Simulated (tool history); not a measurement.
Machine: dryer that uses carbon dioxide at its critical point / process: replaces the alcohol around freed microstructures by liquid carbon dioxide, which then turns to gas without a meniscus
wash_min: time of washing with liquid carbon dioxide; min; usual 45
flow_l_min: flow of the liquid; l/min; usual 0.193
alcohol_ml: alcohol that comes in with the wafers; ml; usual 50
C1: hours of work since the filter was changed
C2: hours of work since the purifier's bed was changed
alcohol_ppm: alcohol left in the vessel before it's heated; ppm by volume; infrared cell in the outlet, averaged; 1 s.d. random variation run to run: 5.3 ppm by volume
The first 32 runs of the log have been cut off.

{"run": 33, "hour": 696.0, "wash_min": 31, "flow_l_min": 0.253, "alcohol_ml": 36, "C1": 233, "C2": 93, "alcohol_ppm": 284}
{"run": 34, "hour": 718.0, "wash_min": 45, "flow_l_min": 0.164, "alcohol_ml": 50, "C1": 251, "C2": 110, "alcohol_ppm": 612}
{"hour": 723.5, "done": "inlet filter changed"}
{"run": 35, "hour": 734.2, "wash_min": 45, "flow_l_min": 0.168, "alcohol_ml": 27, "C1": 8, "C2": 123, "alcohol_ppm": 164}
{"run": 36, "hour": 760.2, "wash_min": 45, "flow_l_min": 0.168, "alcohol_ml": 27, "C1": 29, "C2": 143, "alcohol_ppm": 176}
{"run": 37, "hour": 778.7, "wash_min": 45, "flow_l_min": 0.168, "alcohol_ml": 27, "C1": 44, "C2": 158, "alcohol_ppm": 186}
{"run": 38, "hour": 805.5, "wash_min": 45, "flow_l_min": 0.193, "alcohol_ml": 83, "C1": 65, "C2": 179, "alcohol_ppm": 257}
{"run": 39, "hour": 831.5, "wash_min": 45, "flow_l_min": 0.298, "alcohol_ml": 42, "C1": 86, "C2": 200, "alcohol_ppm": 61}
{"run": 40, "hour": 853.8, "wash_min": 45, "flow_l_min": 0.321, "alcohol_ml": 85, "C1": 104, "C2": 218, "alcohol_ppm": 57}
{"run": 41, "hour": 872.6, "wash_min": 45, "flow_l_min": 0.321, "alcohol_ml": 85, "C1": 119, "C2": 233, "alcohol_ppm": 67}
{"run": 42, "hour": 887.4, "wash_min": 43, "flow_l_min": 0.311, "alcohol_ml": 50, "C1": 130, "C2": 245, "alcohol_ppm": 72}

Below are 5 alternative next runs, each starting from the tool's condition after run 42. Predict each:
{"run": "A", "hour": 918.1, "wash_min": 43, "flow_l_min": 0.311, "alcohol_ml": 39, "C1": 155, "C2": 269, "alcohol_ppm": "?"}
{"run": "B", "hour": 918.1, "wash_min": 45, "flow_l_min": 0.145, "alcohol_ml": 113, "C1": 155, "C2": 269, "alcohol_ppm": "?"}
{"run": "C", "hour": 918.1, "wash_min": 43, "flow_l_min": 0.311, "alcohol_ml": 111, "C1": 155, "C2": 269, "alcohol_ppm": "?"}
{"run": "D", "hour": 918.1, "wash_min": 33, "flow_l_min": 0.16, "alcohol_ml": 22, "C1": 155, "C2": 269, "alcohol_ppm": "?"}
{"run": "E", "hour": 918.1, "wash_min": 59, "flow_l_min": 0.156, "alcohol_ml": 49, "C1": 155, "C2": 269, "alcohol_ppm": "?"}

run=A alcohol_ppm=71
run=B alcohol_ppm=1774
run=C alcohol_ppm=82
run=D alcohol_ppm=806
run=E alcohol_ppm=199
Without the tool's hidden state the same runs would have given:
run=A alcohol_ppm=4
run=B alcohol_ppm=1179
run=C alcohol_ppm=10
run=D alcohol_ppm=546
run=E alcohol_ppm=79
